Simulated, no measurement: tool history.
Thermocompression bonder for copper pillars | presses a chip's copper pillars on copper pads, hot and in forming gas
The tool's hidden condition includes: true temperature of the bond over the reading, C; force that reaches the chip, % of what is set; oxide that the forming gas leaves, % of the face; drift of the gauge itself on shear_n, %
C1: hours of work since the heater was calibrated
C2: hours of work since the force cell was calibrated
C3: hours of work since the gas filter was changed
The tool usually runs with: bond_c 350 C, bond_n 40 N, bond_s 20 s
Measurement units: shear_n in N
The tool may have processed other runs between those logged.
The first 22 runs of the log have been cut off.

{"run": 23, "hour": 266.1, "bond_c": 349, "bond_n": 48, "bond_s": 19, "C1": 502, "C2": 964, "C3": 410, "shear_n": 34.15}
{"run": 24, "hour": 277.8, "bond_c": 349, "bond_n": 48, "bond_s": 19, "C1": 509, "C2": 971, "C3": 417, "shear_n": 34.21}
{"run": 25, "hour": 287.4, "bond_c": 325, "bond_n": 58, "bond_s": 53, "C1": 515, "C2": 977, "C3": 422, "shear_n": 42.58}
{"run": 26, "hour": 303.1, "bond_c": 322, "bond_n": 28, "bond_s": 53, "C1": 524, "C2": 986, "C3": 432, "shear_n": 24.85}
{"run": 27, "hour": 319.4, "bond_c": 322, "bond_n": 28, "bond_s": 53, "C1": 534, "C2": 996, "C3": 442, "shear_n": 25.04}
{"hour": 324.7, "done": "forming gas filter changed"}
{"run": 28, "hour": 328.1, "bond_c": 379, "bond_n": 39, "bond_s": 26, "C1": 539, "C2": 1001, "C3": 2, "shear_n": 46.32}
{"run": 29, "hour": 337.0, "bond_c": 367, "bond_n": 40, "bond_s": 11, "C1": 544, "C2": 1007, "C3": 7, "shear_n": 30.7}
{"run": 30, "hour": 346.7, "bond_c": 350, "bond_n": 40, "bond_s": 43, "C1": 550, "C2": 1012, "C3": 13, "shear_n": 42.43}
{"run": 31, "hour": 355.6, "bond_c": 350, "bond_n": 40, "bond_s": 16, "C1": 556, "C2": 1018, "C3": 19, "shear_n": 29.22}
{"run": 32, "hour": 373.1, "bond_c": 329, "bond_n": 28, "bond_s": 21, "C1": 566, "C2": 1028, "C3": 29, "shear_n": 18.92}
{"run": 33, "hour": 381.8, "bond_c": 376, "bond_n": 42, "bond_s": 12, "C1": 571, "C2": 1033, "C3": 34, "shear_n": 36.05}
{"run": 34, "hour": 396.6, "bond_c": 328, "bond_n": 47, "bond_s": 16, "C1": 580, "C2": 1042, "C3": 43, "shear_n": 24.84}
{"run": 35, "hour": 407.1, "bond_c": 328, "bond_n": 47, "bond_s": 16, "C1": 586, "C2": 1049, "C3": 49, "shear_n": 24.9}
{"run": 36, "hour": 421.8, "bond_c": 328, "bond_n": 47, "bond_s": 16, "C1": 595, "C2": 1057, "C3": 58, "shear_n": 25.03}
{"run": 37, "hour": 431.9, "bond_c": 328, "bond_n": 40, "bond_s": 41, "C1": 601, "C2": 1063, "C3": 64, "shear_n": 32.32}
{"run": 38, "hour": 449.5, "bond_c": 328, "bond_n": 40, "bond_s": 41, "C1": 612, "C2": 1074, "C3": 75, "shear_n": 32.33}
{"run": 39, "hour": 458.4, "bond_c": 328, "bond_n": 40, "bond_s": 23, "C1": 617, "C2": 1079, "C3": 80, "shear_n": 25.62}

Forecast each of these 3 alternatives for the next run:
{"run": "A", "hour": 466.5, "bond_c": 328, "bond_n": 29, "bond_s": 23, "C1": 622, "C2": 1084, "C3": 85, "shear_n": "?"}
{"run": "B", "hour": 466.5, "bond_c": 334, "bond_n": 34, "bond_s": 31, "C1": 622, "C2": 1084, "C3": 85, "shear_n": "?"}
{"run": "C", "hour": 466.5, "bond_c": 320, "bond_n": 34, "bond_s": 47, "C1": 622, "C2": 1084, "C3": 85, "shear_n": "?"}

run=A shear_n=20.02
run=B shear_n=27.79
run=C shear_n=27.36
With no hidden state in the tool, these same runs would have given:
run=A shear_n=20.32
run=B shear_n=28.21
run=C shear_n=27.75
